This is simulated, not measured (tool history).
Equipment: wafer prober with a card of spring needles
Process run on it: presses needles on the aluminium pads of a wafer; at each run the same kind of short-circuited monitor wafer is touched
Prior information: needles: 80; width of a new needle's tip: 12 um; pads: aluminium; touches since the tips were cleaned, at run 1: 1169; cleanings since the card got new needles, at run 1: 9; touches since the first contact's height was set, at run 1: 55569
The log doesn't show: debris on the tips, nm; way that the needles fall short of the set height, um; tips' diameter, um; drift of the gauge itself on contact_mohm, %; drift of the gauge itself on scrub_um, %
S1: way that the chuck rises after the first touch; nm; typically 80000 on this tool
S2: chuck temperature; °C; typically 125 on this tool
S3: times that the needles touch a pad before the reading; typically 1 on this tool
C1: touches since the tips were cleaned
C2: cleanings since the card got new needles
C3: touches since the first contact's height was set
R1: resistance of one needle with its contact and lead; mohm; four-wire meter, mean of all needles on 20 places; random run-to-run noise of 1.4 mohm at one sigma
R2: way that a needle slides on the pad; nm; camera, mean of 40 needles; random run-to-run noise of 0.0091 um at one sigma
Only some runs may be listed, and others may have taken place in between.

run,day,S1,S2,S3,C1,C2,C3,R1,R2
1,0.000,80000,125,1,1169,9,55569,118,9988
# day 0.892: tips cleaned on abrasive film
2,1.012,80000,125,1,645,10,60972,117,9992
3,1.542,80000,125,1,3491,10,63818,120,9982
# day 1.992: tips cleaned on abrasive film
# day 2.183: height of the first contact set anew
4,2.238,86000,125,1,1250,11,298,117,10730
5,2.992,86000,125,1,5301,11,4349,121,10747
# day 3.079: tips cleaned on abrasive film
6,3.988,80000,125,1,4861,12,9668,118,9965
# day 4.196: tips cleaned on abrasive film
7,4.608,80000,125,1,2215,13,12988,120,9980
8,5.217,80000,125,1,5479,13,16252,119,9992
# day 5.296: tips cleaned on abrasive film
9,6.008,74000,125,1,3821,14,20470,120,9233
# day 6.383: tips cleaned on abrasive film
10,6.512,62000,125,1,705,15,23168,121,7730
11,7.225,80000,92,1,4524,15,26987,115,9969
# day 7.542: tips cleaned on abrasive film
12,8.250,80000,92,1,3809,16,32472,114,9982
# day 8.638: tips cleaned on abrasive film
13,9.167,80000,92,1,2846,17,37380,113,9988
# day 9.775: tips cleaned on abrasive film
14,10.000,94000,103,3,1227,18,41831,115,11729
15,10.588,86000,37,2,4362,18,44966,106,10738
# day 10.896: tips cleaned on abrasive film
16,11.175,80000,105,1,1503,19,48113,113,9980
# day 11.971: tips cleaned on abrasive film
17,12.208,86000,96,1,1280,20,53634,116,10729
# day 13.058: tips cleaned on abrasive film
18,13.208,80000,118,3,803,21,58973,117,9982
# day 14.138: tips cleaned on abrasive film
19,14.142,88000,25,3,27,22,63968,105,10987
# day 14.700: height of the first contact set anew
20,14.817,80000,88,1,3596,22,635,116,9965
# day 15.279: tips cleaned on abrasive film
21,15.717,80000,41,1,2348,23,5435,113,9979
# day 16.371: tips cleaned on abrasive film
22,16.371,73000,118,3,0,24,8922,117,9097
23,17.342,73000,118,3,5223,24,14145,115,9106
# day 17.462: tips cleaned on abrasive film
24,18.279,73000,118,3,4385,25,19143,117,9097
# day 18.592: tips cleaned on abrasive film
25,18.975,73000,118,3,2075,26,22870,118,9106

Here are 3 independent what-if runs from the current tool condition. What would each one return?
# day 19.746: tips cleaned on abrasive film
A,19.921,71000,70,1,951,27,27927,?,?
# day 19.746: tips cleaned on abrasive film
B,19.921,100000,117,1,951,27,27927,?,?
# day 19.746: tips cleaned on abrasive film
C,19.921,73000,118,1,951,27,27927,?,?

run,R1,R2
A,113,8863
B,119,12473
C,119,9108
Without the tool's hidden state the same runs would have given:
run,R1,R2
A,113,8864
B,119,12474
C,118,9109
